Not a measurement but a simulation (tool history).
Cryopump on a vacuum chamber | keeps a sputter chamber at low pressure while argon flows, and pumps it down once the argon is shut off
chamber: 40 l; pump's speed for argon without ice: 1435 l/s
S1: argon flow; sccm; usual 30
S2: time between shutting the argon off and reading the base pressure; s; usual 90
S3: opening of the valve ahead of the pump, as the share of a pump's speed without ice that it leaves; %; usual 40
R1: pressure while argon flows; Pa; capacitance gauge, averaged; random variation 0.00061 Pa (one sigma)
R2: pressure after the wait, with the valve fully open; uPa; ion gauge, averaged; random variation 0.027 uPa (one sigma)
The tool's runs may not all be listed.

{"run": 1, "hour": 0.0, "S1": 30, "S2": 90, "S3": 40, "R1": 0.0937, "R2": 1.36}
{"run": 2, "hour": 87.3, "S1": 30, "S2": 90, "S3": 32, "R1": 0.1157, "R2": 1.41}
{"run": 3, "hour": 144.8, "S1": 30, "S2": 90, "S3": 33, "R1": 0.1137, "R2": 1.48}
{"run": 4, "hour": 199.3, "S1": 30, "S2": 90, "S3": 33, "R1": 0.1149, "R2": 1.45}
{"run": 5, "hour": 255.6, "S1": 30, "S2": 90, "S3": 50, "R1": 0.0766, "R2": 1.38}
{"run": 6, "hour": 322.8, "S1": 30, "S2": 90, "S3": 50, "R1": 0.0784, "R2": 1.49}
{"run": 7, "hour": 370.0, "S1": 30, "S2": 155, "S3": 50, "R1": 0.078, "R2": 1.11}
{"run": 8, "hour": 443.7, "S1": 30, "S2": 155, "S3": 50, "R1": 0.0785, "R2": 1.13}
{"run": 9, "hour": 542.9, "S1": 30, "S2": 90, "S3": 40, "R1": 0.0962, "R2": 1.63}
{"run": 10, "hour": 591.6, "S1": 30, "S2": 90, "S3": 40, "R1": 0.0978, "R2": 1.66}
{"run": 11, "hour": 637.3, "S1": 30, "S2": 90, "S3": 40, "R1": 0.0968, "R2": 1.7}
{"run": 12, "hour": 728.7, "S1": 30, "S2": 33, "S3": 40, "R1": 0.0989, "R2": 3.41}
{"run": 13, "hour": 829.1, "S1": 30, "S2": 33, "S3": 40, "R1": 0.099, "R2": 3.45}
{"run": 14, "hour": 937.9, "S1": 30, "S2": 214, "S3": 40, "R1": 0.1002, "R2": 1.27}
{"hour": 961.1, "done": "pump warmed up, emptied and cooled again"}
{"run": 15, "hour": 1002.3, "S1": 30, "S2": 214, "S3": 40, "R1": 0.0894, "R2": 1.09}
{"run": 16, "hour": 1061.1, "S1": 30, "S2": 145, "S3": 40, "R1": 0.0889, "R2": 1.29}
{"run": 17, "hour": 1149.0, "S1": 30, "S2": 145, "S3": 40, "R1": 0.0892, "R2": 1.3}
{"run": 18, "hour": 1201.3, "S1": 30, "S2": 90, "S3": 27, "R1": 0.1321, "R2": 1.73}
{"run": 19, "hour": 1259.6, "S1": 30, "S2": 41, "S3": 19, "R1": 0.1877, "R2": 2.93}
{"run": 20, "hour": 1328.1, "S1": 38, "S2": 25, "S3": 40, "R1": 0.1151, "R2": 4.38}
{"run": 21, "hour": 1373.6, "S1": 44, "S2": 28, "S3": 24, "R1": 0.2193, "R2": 4.04}
{"run": 22, "hour": 1434.8, "S1": 44, "S2": 28, "S3": 24, "R1": 0.2193, "R2": 4.09}
{"run": 23, "hour": 1527.5, "S1": 32, "S2": 278, "S3": 28, "R1": 0.14, "R2": 1.24}
{"run": 24, "hour": 1633.4, "S1": 32, "S2": 172, "S3": 40, "R1": 0.0995, "R2": 1.42}
{"run": 25, "hour": 1743.1, "S1": 32, "S2": 172, "S3": 40, "R1": 0.0997, "R2": 1.47}
{"run": 26, "hour": 1828.5, "S1": 16, "S2": 172, "S3": 23, "R1": 0.0842, "R2": 1.54}
{"run": 27, "hour": 1879.6, "S1": 17, "S2": 90, "S3": 40, "R1": 0.0529, "R2": 2.05}
{"run": 28, "hour": 1953.1, "S1": 17, "S2": 90, "S3": 40, "R1": 0.0534, "R2": 2.09}
{"run": 29, "hour": 2017.7, "S1": 17, "S2": 90, "S3": 40, "R1": 0.054, "R2": 2.16}
{"run": 30, "hour": 2077.5, "S1": 17, "S2": 35, "S3": 40, "R1": 0.0538, "R2": 3.79}
{"run": 31, "hour": 2138.5, "S1": 24, "S2": 154, "S3": 47, "R1": 0.066, "R2": 1.78}
{"run": 32, "hour": 2208.4, "S1": 24, "S2": 154, "S3": 47, "R1": 0.0659, "R2": 1.82}
{"run": 33, "hour": 2266.5, "S1": 18, "S2": 154, "S3": 47, "R1": 0.0504, "R2": 1.81}
{"run": 34, "hour": 2322.5, "S1": 18, "S2": 154, "S3": 47, "R1": 0.0494, "R2": 1.91}
{"run": 35, "hour": 2433.9, "S1": 18, "S2": 154, "S3": 47, "R1": 0.0506, "R2": 1.83}

Forecast each of these 3 alternatives for the next run:
{"run": "A", "hour": 2498.8, "S1": 39, "S2": 44, "S3": 47, "R1": "?", "R2": "?"}
{"run": "B", "hour": 2498.8, "S1": 18, "S2": 154, "S3": 56, "R1": "?", "R2": "?"}
{"run": "C", "hour": 2498.8, "S1": 36, "S2": 22, "S3": 47, "R1": "?", "R2": "?"}

run=A R1=0.1104 R2=3.49
run=B R1=0.0443 R2=1.95
run=C R1=0.1007 R2=5.52
Without the tool's hidden state the same runs would have given:
run=A R1=0.0981 R2=2.30
run=B R1=0.0385 R2=0.78
run=C R1=0.0894 R2=4.33
